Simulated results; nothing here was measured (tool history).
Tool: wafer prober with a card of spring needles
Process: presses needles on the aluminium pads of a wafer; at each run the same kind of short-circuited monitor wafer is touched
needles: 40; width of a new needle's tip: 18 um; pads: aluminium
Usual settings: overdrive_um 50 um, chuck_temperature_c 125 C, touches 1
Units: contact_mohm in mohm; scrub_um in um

Run 1, hour 0: usual settings. Result: contact_mohm 308 mohm, scrub_um 13.68 um.
At hour 3.7: tips cleaned on abrasive film.
At hour 18.3: tips cleaned on abrasive film.
At hour 32.9: tips cleaned on abrasive film.
At hour 47.4: tips cleaned on abrasive film.
Run 2, hour 51: usual settings. Result: contact_mohm 245 mohm, scrub_um 13.63 um.
At hour 65.6: tips cleaned on abrasive film.
At hour 83.8: tips cleaned on abrasive film.
At hour 102: tips cleaned on abrasive film.
At hour 116.6: tips cleaned on abrasive film.
Run 3, hour 122.1: usual settings. Result: contact_mohm 283 mohm, scrub_um 13.55 um.
At hour 133.1: tips cleaned on abrasive film.
At hour 151.3: tips cleaned on abrasive film.
At hour 151.6: height of the first contact set anew.
At hour 166.1: tips cleaned on abrasive film.
At hour 184.3: tips cleaned on abrasive film.
At hour 202.5: tips cleaned on abrasive film.
At hour 219.3: tips cleaned on abrasive film.
Run 4, hour 219.3: usual settings. Result: contact_mohm 159 mohm, scrub_um 13.62 um.
At hour 237.4: tips cleaned on abrasive film.
At hour 252: tips cleaned on abrasive film.
At hour 270.2: tips cleaned on abrasive film.
At hour 284.8: tips cleaned on abrasive film.
At hour 303: tips cleaned on abrasive film.
At hour 303.3: height of the first contact set anew.
Run 5, hour 314: usual settings. Result: contact_mohm 311 mohm, scrub_um 13.71 um.
At hour 321.3: tips cleaned on abrasive film.
At hour 335.9: tips cleaned on abrasive film.
At hour 354.1: tips cleaned on abrasive film.
Run 6, hour 360: usual settings but overdrive_um 31 um. Result: contact_mohm 521 mohm, scrub_um 8.46 um.
At hour 371: tips cleaned on abrasive film.
At hour 385.5: tips cleaned on abrasive film.
At hour 402.7: tips cleaned on abrasive film.
Run 7, hour 402.7: usual settings but overdrive_um 31 um. Result: contact_mohm 205 mohm, scrub_um 8.35 um.
At hour 417.3: tips cleaned on abrasive film.
At hour 435.5: tips cleaned on abrasive film.
At hour 450.1: tips cleaned on abrasive film.
At hour 454: height of the first contact set anew.
At hour 468.6: tips cleaned on abrasive film.
Run 8, hour 470.6: usual settings but overdrive_um 31 um. Result: contact_mohm 402 mohm, scrub_um 8.5 um.
At hour 485.2: tips cleaned on abrasive film.
At hour 499.8: tips cleaned on abrasive film.
At hour 518: tips cleaned on abrasive film.
Run 9, hour 523.7: usual settings but overdrive_um 31 um. Result: contact_mohm 523 mohm, scrub_um 8.43 um.
At hour 534.6: tips cleaned on abrasive film.
At hour 552.8: tips cleaned on abrasive film.
At hour 571: tips cleaned on abrasive film.
At hour 589.2: tips cleaned on abrasive film.
Run 10, hour 600: usual settings. Result: contact_mohm 318 mohm, scrub_um 13.57 um.
At hour 607.3: tips cleaned on abrasive film.
At hour 607.6: height of the first contact set anew.
At hour 625.8: tips cleaned on abrasive film.
At hour 644: tips cleaned on abrasive film.
Run 11, hour 654.6: usual settings but overdrive_um 49 um. Result: contact_mohm 325 mohm, scrub_um 13.4 um.
At hour 661.9: tips cleaned on abrasive film.
At hour 676.5: tips cleaned on abrasive film.
At hour 691.1: tips cleaned on abrasive film.
At hour 709.3: tips cleaned on abrasive film.
At hour 723.9: tips cleaned on abrasive film.
At hour 740.6: tips cleaned on abrasive film.
Run 12, hour 740.6: usual settings but overdrive_um 49 um. Result: contact_mohm 158 mohm, scrub_um 13.29 um.
At hour 755.2: tips cleaned on abrasive film.
At hour 759.1: height of the first contact set anew.
At hour 770: tips cleaned on abrasive film.
At hour 788.2: tips cleaned on abrasive film.
Run 13, hour 802: usual settings but chuck_temperature_c 90 C, touches 2. Result: contact_mohm 255 mohm, scrub_um 13.65 um.
At hour 805.7: tips cleaned on abrasive film.
At hour 820.3: tips cleaned on abrasive film.
At hour 834.8: tips cleaned on abrasive film.
Run 14, hour 845.2: usual settings but overdrive_um 38 um, chuck_temperature_c 29 C. Result: contact_mohm 508 mohm, scrub_um 10.3 um.
At hour 852.6: tips cleaned on abrasive film.
At hour 867.1: tips cleaned on abrasive film.
At hour 885.3: tips cleaned on abrasive film.
At hour 899.9: tips cleaned on abrasive film.
Run 15, hour 906.8: usual settings but overdrive_um 57 um, chuck_temperature_c 76 C. Result: contact_mohm 265 mohm, scrub_um 15.43 um.
At hour 910.7: height of the first contact set anew.
At hour 918.1: tips cleaned on abrasive film.
At hour 932.6: tips cleaned on abrasive film.
At hour 947.2: tips cleaned on abrasive film.
At hour 965.4: tips cleaned on abrasive film.
At hour 980: tips cleaned on abrasive film.
Run 16, hour 983.6: usual settings but overdrive_um 57 um, chuck_temperature_c 76 C, touches 2. Result: contact_mohm 188 mohm, scrub_um 15.52 um.
At hour 994.7: tips cleaned on abrasive film.
At hour 1009.3: tips cleaned on abrasive film.
At hour 1023.9: tips cleaned on abrasive film.
At hour 1042.1: tips cleaned on abrasive film.
Run 17, hour 1050: usual settings but overdrive_um 39 um, chuck_temperature_c 35 C. Result: contact_mohm 467 mohm, scrub_um 10.51 um.
At hour 1057.3: tips cleaned on abrasive film.
At hour 1064.9: height of the first contact set anew.
At hour 1075.8: tips cleaned on abrasive film.
At hour 1090.4: tips cleaned on abrasive film.
At hour 1108.6: tips cleaned on abrasive film.
At hour 1123.2: tips cleaned on abrasive film.
Run 18, hour 1129.7: usual settings but overdrive_um 36 um, chuck_temperature_c 52 C, touches 2. Result: contact_mohm 343 mohm, scrub_um 9.8 um.
At hour 1140.7: tips cleaned on abrasive film.
At hour 1158.9: tips cleaned on abrasive film.
At hour 1173.5: tips cleaned on abrasive film.
At hour 1191.5: tips cleaned on abrasive film.
Run 19, hour 1191.5: usual settings but overdrive_um 36 um, chuck_temperature_c 52 C, touches 2. Result: contact_mohm 172 mohm, scrub_um 9.76 um.
At hour 1206.1: tips cleaned on abrasive film.
At hour 1217.2: height of the first contact set anew.
At hour 1224.6: tips cleaned on abrasive film.
At hour 1239.1: tips cleaned on abrasive film.
At hour 1257.3: tips cleaned on abrasive film.
At hour 1271.9: tips cleaned on abrasive film.
At hour 1288.9: tips cleaned on abrasive film.
Run 20, hour 1288.9: usual settings but chuck_temperature_c 91 C. Result: contact_mohm 150 mohm, scrub_um 13.63 um.
At hour 1307.1: tips cleaned on abrasive film.
At hour 1325.3: tips cleaned on abrasive film.
At hour 1343.5: tips cleaned on abrasive film.
Run 21, hour 1348.3: usual settings but overdrive_um 61 um, chuck_temperature_c 49 C. Result: contact_mohm 254 mohm, scrub_um 16.54 um.
At hour 1359.2: tips cleaned on abrasive film.
At hour 1370.4: height of the first contact set anew.
At hour 1374.1: tips cleaned on abrasive film.
At hour 1388.7: tips cleaned on abrasive film.
At hour 1406.9: tips cleaned on abrasive film.
At hour 1425.1: tips cleaned on abrasive film.
Run 22, hour 1437.9: usual settings but overdrive_um 61 um, chuck_temperature_c 49 C. Result: contact_mohm 283 mohm, scrub_um 16.62 um.
At hour 1441.6: tips cleaned on abrasive film.
At hour 1456.2: tips cleaned on abrasive film.
At hour 1474.4: tips cleaned on abrasive film.
At hour 1489: tips cleaned on abrasive film.
Run 23, hour 1491.5: usual settings but chuck_temperature_c 93 C. Result: contact_mohm 245 mohm, scrub_um 13.53 um.

Forecast each of these 5 alternatives for the next run:
At hour 1506.1: tips cleaned on abrasive film.
At hour 1520.8: height of the first contact set anew.
At hour 1524.6: tips cleaned on abrasive film.
Run A, hour 1534.4: usual settings but overdrive_um 70 um, chuck_temperature_c 57 C, touches 2. Result: contact_mohm ?, scrub_um ?.
At hour 1506.1: tips cleaned on abrasive film.
At hour 1520.8: height of the first contact set anew.
At hour 1524.6: tips cleaned on abrasive film.
Run B, hour 1534.4: usual settings but overdrive_um 65 um, chuck_temperature_c 30 C. Result: contact_mohm ?, scrub_um ?.
At hour 1506.1: tips cleaned on abrasive film.
At hour 1520.8: height of the first contact set anew.
At hour 1524.6: tips cleaned on abrasive film.
Run C, hour 1534.4: usual settings but overdrive_um 67 um, chuck_temperature_c 93 C. Result: contact_mohm ?, scrub_um ?.
At hour 1506.1: tips cleaned on abrasive film.
At hour 1520.8: height of the first contact set anew.
At hour 1524.6: tips cleaned on abrasive film.
Run D, hour 1534.4: usual settings but overdrive_um 36 um, chuck_temperature_c 39 C. Result: contact_mohm ?, scrub_um ?.
At hour 1506.1: tips cleaned on abrasive film.
At hour 1520.8: height of the first contact set anew.
At hour 1524.6: tips cleaned on abrasive film.
Run E, hour 1534.4: usual settings but overdrive_um 46 um, chuck_temperature_c 93 C. Result: contact_mohm ?, scrub_um ?.

run  contact_mohm  scrub_um
  A           189     19.18
  B           253     17.81
  C           246     18.36
  D           569      9.84
  E           387     12.59
Without the tool's hidden state the same runs would have given:
run  contact_mohm  scrub_um
  A           116      19.2
  B           113     17.83
  C           123     18.38
  D           135      9.87
  E           136     12.61
